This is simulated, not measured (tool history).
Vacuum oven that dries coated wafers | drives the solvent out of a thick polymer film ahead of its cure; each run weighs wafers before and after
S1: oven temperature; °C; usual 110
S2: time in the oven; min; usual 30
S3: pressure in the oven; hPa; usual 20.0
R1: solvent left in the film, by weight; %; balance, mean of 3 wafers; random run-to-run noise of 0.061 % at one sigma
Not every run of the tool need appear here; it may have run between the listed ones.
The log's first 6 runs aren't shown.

run 7 hour=111.2 | S1=110 S2=30 S3=20.0 | R1=3.79
run 8 hour=122.8 | S1=110 S2=30 S3=20.0 | R1=3.77
run 9 hour=144.1 | S1=110 S2=30 S3=69.1 | R1=10.66
run 10 hour=161.4 | S1=110 S2=30 S3=69.1 | R1=10.67
run 11 hour=178.5 | S1=110 S2=30 S3=36.1 | R1=5.98
run 12 hour=201.4 | S1=110 S2=30 S3=36.1 | R1=5.98
run 13 hour=218.2 | S1=110 S2=30 S3=36.1 | R1=6.18
run 14 hour=235.6 | S1=110 S2=30 S3=16.6 | R1=3.46
run 15 hour=260.4 | S1=110 S2=30 S3=16.6 | R1=3.42
run 16 hour=284.4 | S1=110 S2=30 S3=16.6 | R1=3.49
run 17 hour=298.7 | S1=110 S2=29 S3=78.0 | R1=11.84
run 18 hour=312.6 | S1=121 S2=29 S3=11.6 | R1=1.34
run 19 hour=329.4 | S1=121 S2=34 S3=49.5 | R1=5.20
run 20 hour=343.5 | S1=118 S2=30 S3=22.8 | R1=2.74
run 21 hour=367.1 | S1=118 S2=30 S3=22.8 | R1=2.74
run 22 hour=385.7 | S1=118 S2=30 S3=22.8 | R1=2.78
run 23 hour=410.6 | S1=118 S2=30 S3=22.8 | R1=2.75
run 24 hour=421.5 | S1=122 S2=30 S3=30.6 | R1=3.04
run 25 hour=433.0 | S1=100 S2=30 S3=74.8 | R1=16.96
run 26 hour=453.0 | S1=96 S2=30 S3=12.3 | R1=8.43
run 27 hour=471.9 | S1=96 S2=30 S3=12.3 | R1=8.52
-- hour=475.9 oven's thermocouples calibrated
run 28 hour=486.9 | S1=116 S2=36 S3=74.4 | R1=8.43
run 29 hour=504.1 | S1=116 S2=36 S3=74.4 | R1=8.50
run 30 hour=518.1 | S1=116 S2=36 S3=74.4 | R1=8.40
run 31 hour=542.2 | S1=103 S2=23 S3=16.3 | R1=6.45

3 ways to go on from here, each from the tool as it stands after run 31. What would each give?
run A hour=558.4 | S1=109 S2=34 S3=11.0 | R1=?
run B hour=558.4 | S1=105 S2=30 S3=20.0 | R1=?
run C hour=558.4 | S1=104 S2=41 S3=15.5 | R1=?

run=A R1=2.24
run=B R1=4.97
run=C R1=3.49
With no hidden state in the tool, these same runs would have given:
run=A R1=2.18
run=B R1=4.97
run=C R1=3.44

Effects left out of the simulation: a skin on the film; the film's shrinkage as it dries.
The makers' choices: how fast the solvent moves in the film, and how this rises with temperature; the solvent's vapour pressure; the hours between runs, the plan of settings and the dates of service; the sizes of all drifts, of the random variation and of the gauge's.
